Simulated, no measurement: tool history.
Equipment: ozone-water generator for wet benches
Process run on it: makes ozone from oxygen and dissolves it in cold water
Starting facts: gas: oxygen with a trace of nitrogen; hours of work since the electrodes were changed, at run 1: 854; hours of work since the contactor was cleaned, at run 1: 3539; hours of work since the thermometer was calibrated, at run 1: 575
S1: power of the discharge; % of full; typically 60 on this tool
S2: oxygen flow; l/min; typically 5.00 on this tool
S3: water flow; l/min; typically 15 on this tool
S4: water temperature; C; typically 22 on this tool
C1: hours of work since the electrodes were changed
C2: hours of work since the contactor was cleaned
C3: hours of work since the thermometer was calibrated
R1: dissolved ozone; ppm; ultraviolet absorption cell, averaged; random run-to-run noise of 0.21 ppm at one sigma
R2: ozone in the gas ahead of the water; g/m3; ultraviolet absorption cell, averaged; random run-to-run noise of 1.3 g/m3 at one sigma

run,day,S1,S2,S3,S4,C1,C2,C3,R1,R2
1,0.000,60,5.00,15,22,854,3539,575,29.2,232.5
2,1.458,60,5.00,15,22,888,3572,608,29.4,234.9
3,3.900,60,5.00,15,22,944,3628,664,29.2,231.6
4,5.733,60,5.00,15,22,986,3670,706,29.0,233.7
5,7.179,60,5.00,15,25,1019,3703,739,27.5,233.2
6,8.888,60,5.00,17,22,1058,3743,779,26.4,231.6
7,10.729,60,5.00,17,22,1100,3785,821,26.5,232.3
8,12.371,60,5.00,17,22,1138,3822,858,26.6,232.1
9,13.421,60,5.00,17,22,1162,3847,883,26.6,234.2
10,15.038,41,5.00,17,22,1199,3884,920,19.2,167.5
11,16.825,60,5.00,17,22,1240,3925,961,26.2,232.1
12,17.854,60,5.00,17,22,1264,3948,984,26.1,232.0
13,19.329,60,5.22,15,16,1298,3982,1018,31.9,225.3
14,20.367,60,7.73,12,20,1321,4006,1042,30.6,173.3
15,22.929,60,7.17,15,22,1380,4065,1101,26.3,181.9
16,25.083,89,5.00,15,16,1430,4114,1150,44.7,322.6
17,26.429,45,7.26,10,20,1461,4145,1181,26.9,140.7
18,28.446,45,7.26,10,20,1507,4191,1227,26.7,139.4
19,30.683,60,2.74,15,22,1558,4243,1279,31.0,338.6
20,32.367,82,4.22,11,24,1597,4281,1317,45.6,332.0
21,34.488,82,4.22,11,24,1645,4330,1366,45.9,330.1

Some steps in R1 between neighbouring runs. How much of each would the tool show without its hidden state too (settings, what came in, random variation), and how much is left for the hidden state, with any gauge scatter that isn't in both results?
The tool's hidden condition here consists of: yield of the discharge, % of new electrodes'; contactor's efficiency, % of a clean one's; true water temperature over the reading, C; drift of the gauge itself on ozone_ppm, %; drift of the gauge itself on gas_g_m3, %.
Run 15 -> 16: S1 60 -> 89, S2 7.17 -> 5.00, S4 22 -> 16. R1 +18.4 ppm: hidden state -1.9, all else +20.3.
Run 16 -> 17: S1 89 -> 45, S2 5.00 -> 7.26, S3 15 -> 10, S4 16 -> 20. R1 -17.8 ppm: hidden state +2.4, all else -20.2.

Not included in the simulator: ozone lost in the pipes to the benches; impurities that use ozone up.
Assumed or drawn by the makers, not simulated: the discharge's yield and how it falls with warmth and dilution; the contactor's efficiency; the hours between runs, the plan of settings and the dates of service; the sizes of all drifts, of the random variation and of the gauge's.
